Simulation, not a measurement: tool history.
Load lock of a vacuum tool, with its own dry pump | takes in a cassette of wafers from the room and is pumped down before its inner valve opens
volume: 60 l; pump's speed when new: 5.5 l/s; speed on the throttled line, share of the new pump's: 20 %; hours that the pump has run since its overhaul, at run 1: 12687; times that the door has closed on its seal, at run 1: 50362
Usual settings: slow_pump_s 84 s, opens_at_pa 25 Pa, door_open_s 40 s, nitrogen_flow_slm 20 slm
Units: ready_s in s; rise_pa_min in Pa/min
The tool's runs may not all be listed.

run,hour,slow_pump_s,opens_at_pa,door_open_s,nitrogen_flow_slm,hours that the pump has run since its overhaul,times that the door has closed on its seal,"incoming humidity of the room's air, %",ready_s,rise_pa_min
1,0.0,84,25,40,20,12687,50362,45.8,159.1,0.022
2,313.9,84,25,40,20,13001,51399,43.4,157.6,0.018
3,619.5,84,25,40,20,13306,52407,46.7,157.2,0.021
4,908.8,84,25,40,20,13595,53362,41.6,158.1,0.018
5,1170.1,84,25,40,20,13857,54225,42.9,159.7,0.014
6,1549.6,84,25,40,20,14236,55477,48.0,156.9,0.018
7,1809.0,76,20,59,20,14496,56333,44.9,153.6,0.024

Run 8 comes next. What will it give?
8,2197.4,84,25,82,20,14884,57616,46.0,?,?

{"run 8": {"ready_s": 156.7, "rise_pa_min": 0.028}}
Without the tool's hidden state the same run would have given ready_s 156.7 s, rise_pa_min 0.027 Pa/min.
